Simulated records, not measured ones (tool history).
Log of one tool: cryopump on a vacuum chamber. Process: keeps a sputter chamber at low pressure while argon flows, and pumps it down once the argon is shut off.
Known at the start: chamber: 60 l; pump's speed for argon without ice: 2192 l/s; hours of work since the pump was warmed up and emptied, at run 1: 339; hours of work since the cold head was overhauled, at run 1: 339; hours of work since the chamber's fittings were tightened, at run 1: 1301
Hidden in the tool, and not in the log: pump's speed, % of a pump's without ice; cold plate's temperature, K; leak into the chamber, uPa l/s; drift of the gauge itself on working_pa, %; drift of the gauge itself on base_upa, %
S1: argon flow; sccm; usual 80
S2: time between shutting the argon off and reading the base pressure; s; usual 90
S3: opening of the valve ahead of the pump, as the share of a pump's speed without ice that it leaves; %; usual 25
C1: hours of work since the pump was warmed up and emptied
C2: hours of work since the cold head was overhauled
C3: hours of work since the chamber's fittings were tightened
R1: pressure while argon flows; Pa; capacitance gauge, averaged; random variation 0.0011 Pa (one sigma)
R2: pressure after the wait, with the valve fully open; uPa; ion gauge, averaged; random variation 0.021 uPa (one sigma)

{"run": 1, "hour": 0.0, "S1": 80, "S2": 90, "S3": 25, "C1": 339, "C2": 339, "C3": 1301, "R1": 0.2537, "R2": 1}
{"run": 2, "hour": 19.0, "S1": 80, "S2": 90, "S3": 22, "C1": 349, "C2": 349, "C3": 1312, "R1": 0.2874, "R2": 0.97}
{"run": 3, "hour": 35.5, "S1": 80, "S2": 90, "S3": 22, "C1": 358, "C2": 358, "C3": 1321, "R1": 0.2879, "R2": 1.05}
{"run": 4, "hour": 48.7, "S1": 80, "S2": 90, "S3": 22, "C1": 366, "C2": 366, "C3": 1328, "R1": 0.289, "R2": 1.02}
{"run": 5, "hour": 68.5, "S1": 80, "S2": 90, "S3": 22, "C1": 377, "C2": 377, "C3": 1339, "R1": 0.2892, "R2": 1.04}
{"run": 6, "hour": 87.2, "S1": 80, "S2": 93, "S3": 25, "C1": 387, "C2": 387, "C3": 1350, "R1": 0.2548, "R2": 1.05}
{"run": 7, "hour": 106.2, "S1": 80, "S2": 93, "S3": 25, "C1": 398, "C2": 398, "C3": 1360, "R1": 0.256, "R2": 1.05}
{"run": 8, "hour": 118.0, "S1": 71, "S2": 90, "S3": 25, "C1": 404, "C2": 404, "C3": 1367, "R1": 0.2279, "R2": 1.13}
{"run": 9, "hour": 134.3, "S1": 71, "S2": 90, "S3": 25, "C1": 413, "C2": 413, "C3": 1376, "R1": 0.2273, "R2": 1.07}
{"run": 10, "hour": 146.1, "S1": 36, "S2": 90, "S3": 25, "C1": 420, "C2": 420, "C3": 1382, "R1": 0.1144, "R2": 1.09}
{"run": 11, "hour": 163.3, "S1": 36, "S2": 90, "S3": 25, "C1": 429, "C2": 429, "C3": 1392, "R1": 0.114, "R2": 1.11}
{"run": 12, "hour": 177.9, "S1": 80, "S2": 90, "S3": 58, "C1": 437, "C2": 437, "C3": 1400, "R1": 0.1162, "R2": 1.13}
{"run": 13, "hour": 194.7, "S1": 80, "S2": 90, "S3": 58, "C1": 447, "C2": 447, "C3": 1409, "R1": 0.1161, "R2": 1.16}
{"run": 14, "hour": 214.1, "S1": 33, "S2": 90, "S3": 26, "C1": 457, "C2": 457, "C3": 1420, "R1": 0.1024, "R2": 1.12}
{"run": 15, "hour": 233.7, "S1": 89, "S2": 90, "S3": 25, "C1": 468, "C2": 468, "C3": 1431, "R1": 0.2864, "R2": 1.09}
{"run": 16, "hour": 254.1, "S1": 34, "S2": 126, "S3": 25, "C1": 480, "C2": 480, "C3": 1442, "R1": 0.11, "R2": 1.08}
{"run": 17, "hour": 263.6, "S1": 34, "S2": 126, "S3": 25, "C1": 485, "C2": 485, "C3": 1447, "R1": 0.1089, "R2": 1.09}
{"run": 18, "hour": 277.0, "S1": 61, "S2": 126, "S3": 30, "C1": 492, "C2": 492, "C3": 1455, "R1": 0.1659, "R2": 1.09}
{"run": 19, "hour": 289.2, "S1": 61, "S2": 228, "S3": 30, "C1": 499, "C2": 499, "C3": 1462, "R1": 0.165, "R2": 0.99}
{"run": 20, "hour": 301.8, "S1": 32, "S2": 54, "S3": 17, "C1": 506, "C2": 506, "C3": 1469, "R1": 0.1496, "R2": 1.29}
{"run": 21, "hour": 316.8, "S1": 32, "S2": 211, "S3": 17, "C1": 514, "C2": 514, "C3": 1477, "R1": 0.1484, "R2": 0.98}
{"run": 22, "hour": 333.3, "S1": 54, "S2": 268, "S3": 39, "C1": 524, "C2": 524, "C3": 1486, "R1": 0.1148, "R2": 1.03}
{"run": 23, "hour": 352.3, "S1": 54, "S2": 268, "S3": 39, "C1": 534, "C2": 534, "C3": 1497, "R1": 0.1145, "R2": 1.02}
{"run": 24, "hour": 363.9, "S1": 54, "S2": 268, "S3": 39, "C1": 541, "C2": 541, "C3": 1503, "R1": 0.1152, "R2": 1.03}

Forecast each of these 4 alternatives for the next run:
{"run": "A", "hour": 372.4, "S1": 108, "S2": 149, "S3": 30, "C1": 545, "C2": 545, "C3": 1508, "R1": "?", "R2": "?"}
{"run": "B", "hour": 372.4, "S1": 138, "S2": 36, "S3": 30, "C1": 545, "C2": 545, "C3": 1508, "R1": "?", "R2": "?"}
{"run": "C", "hour": 372.4, "S1": 80, "S2": 90, "S3": 20, "C1": 545, "C2": 545, "C3": 1508, "R1": "?", "R2": "?"}
{"run": "D", "hour": 372.4, "S1": 80, "S2": 90, "S3": 52, "C1": 545, "C2": 545, "C3": 1508, "R1": "?", "R2": "?"}

run=A R1=0.2936 R2=1.15
run=B R1=0.3782 R2=1.55
run=C R1=0.323 R2=1.15
run=D R1=0.132 R2=1.19
Without the tool's hidden state the same runs would have given:
run=A R1=0.2768 R2=0.34
run=B R1=0.3567 R2=0.73
run=C R1=0.3106 R2=0.34
run=D R1=0.1195 R2=0.38
